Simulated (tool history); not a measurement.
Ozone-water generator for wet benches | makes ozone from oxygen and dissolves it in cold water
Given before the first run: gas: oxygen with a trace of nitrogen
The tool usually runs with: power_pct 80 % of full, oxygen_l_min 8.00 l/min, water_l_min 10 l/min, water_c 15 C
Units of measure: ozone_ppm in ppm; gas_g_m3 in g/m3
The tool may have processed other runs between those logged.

run 1 hour=0.0 | power_pct=80 oxygen_l_min=8.00 water_l_min=10 water_c=15 | ozone_ppm=39.4 gas_g_m3=261.5
run 2 hour=131.5 | power_pct=80 oxygen_l_min=8.00 water_l_min=10 water_c=15 | ozone_ppm=39.1 gas_g_m3=262.2
run 3 hour=194.4 | power_pct=80 oxygen_l_min=5.85 water_l_min=10 water_c=15 | ozone_ppm=42.8 gas_g_m3=311.9
run 4 hour=255.3 | power_pct=80 oxygen_l_min=5.85 water_l_min=10 water_c=15 | ozone_ppm=42.8 gas_g_m3=312.2
run 5 hour=319.1 | power_pct=80 oxygen_l_min=5.85 water_l_min=10 water_c=15 | ozone_ppm=42.5 gas_g_m3=312.5
run 6 hour=393.2 | power_pct=80 oxygen_l_min=5.85 water_l_min=10 water_c=15 | ozone_ppm=42.3 gas_g_m3=311.3
run 7 hour=491.2 | power_pct=80 oxygen_l_min=5.85 water_l_min=10 water_c=15 | ozone_ppm=42.6 gas_g_m3=311.0
run 8 hour=589.3 | power_pct=80 oxygen_l_min=8.00 water_l_min=7 water_c=15 | ozone_ppm=49.3 gas_g_m3=259.8
run 9 hour=721.2 | power_pct=80 oxygen_l_min=8.00 water_l_min=7 water_c=15 | ozone_ppm=49.9 gas_g_m3=260.8
run 10 hour=837.2 | power_pct=80 oxygen_l_min=8.00 water_l_min=7 water_c=15 | ozone_ppm=49.4 gas_g_m3=259.8
run 11 hour=916.9 | power_pct=80 oxygen_l_min=8.01 water_l_min=6 water_c=18 | ozone_ppm=50.1 gas_g_m3=260.3
run 12 hour=1053.4 | power_pct=80 oxygen_l_min=13.38 water_l_min=8 water_c=15 | ozone_ppm=37.9 gas_g_m3=194.5
run 13 hour=1152.4 | power_pct=80 oxygen_l_min=13.38 water_l_min=8 water_c=15 | ozone_ppm=37.6 gas_g_m3=193.4
run 14 hour=1240.8 | power_pct=80 oxygen_l_min=13.38 water_l_min=8 water_c=15 | ozone_ppm=38.2 gas_g_m3=192.9
-- hour=1357.6 contactor cleaned
run 15 hour=1357.6 | power_pct=79 oxygen_l_min=5.20 water_l_min=9 water_c=15 | ozone_ppm=47.1 gas_g_m3=328.2
run 16 hour=1491.3 | power_pct=69 oxygen_l_min=8.00 water_l_min=8 water_c=15 | ozone_ppm=40.4 gas_g_m3=228.1
run 17 hour=1576.8 | power_pct=78 oxygen_l_min=6.75 water_l_min=8 water_c=15 | ozone_ppm=47.0 gas_g_m3=278.6

How would selected steps in gas_g_m3 from run to run divide? Give the signed amount a tool lacking its hidden state would still show from settings, what came in and random variation, and the signed amount left for the hidden state, including any gauge scatter that is not in both of the compared results.
What the log doesn't record here: yield of the discharge, % of new electrodes'; contactor's efficiency, % of a clean one's; true water temperature over the reading, C; drift of the gauge itself on ozone_ppm, %; drift of the gauge itself on gas_g_m3, %.
Run 14 -> 15: power_pct 80 -> 79, oxygen_l_min 13.38 -> 5.20, water_l_min 8 -> 9, contactor cleaned. gas_g_m3 +135.3 g/m3: hidden state -2.0, all else +137.3.
